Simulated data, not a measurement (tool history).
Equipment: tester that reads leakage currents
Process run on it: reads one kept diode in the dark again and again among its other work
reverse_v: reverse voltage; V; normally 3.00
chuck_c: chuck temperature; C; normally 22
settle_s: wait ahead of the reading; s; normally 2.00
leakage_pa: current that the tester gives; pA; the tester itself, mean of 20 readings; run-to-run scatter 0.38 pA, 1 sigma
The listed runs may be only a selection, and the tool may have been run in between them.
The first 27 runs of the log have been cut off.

run	hour	reverse_v	chuck_c	settle_s	leakage_pa
# hour 1566.9: chuck's temperature calibrated
28	1595.8	1.79	35	2.62	324.57
29	1676.8	1.79	22	1.72	105.93
30	1744.9	1.79	38	0.98	411.84
31	1822.8	19.41	54	1.43	3071.77
32	1885.2	19.41	54	6.25	3072.94
33	1951.3	19.41	26	2.75	329.39
34	2004.8	6.71	59	5.36	3102.89
35	2091.0	6.71	59	5.36	3097.19
36	2138.6	1.79	35	4.91	322.42
37	2217.7	1.79	35	4.91	318.59
38	2296.8	1.07	35	3.65	271.24
39	2347.9	3.00	40	2.52	567.07
40	2413.0	3.00	52	5.95	1425.91

Here are 3 independent what-if runs from the current tool condition. What would each one return?
A	2504.7	3.00	22	3.71	?
B	2504.7	13.76	56	5.95	?
C	2504.7	3.86	22	1.15	?

run	leakage_pa
A	122.84
B	3112.66
C	134.26
With the hidden condition removed and each run's random variation left untouched, the same runs would have given:
run	leakage_pa
A	125.30
B	3176.44
C	136.72
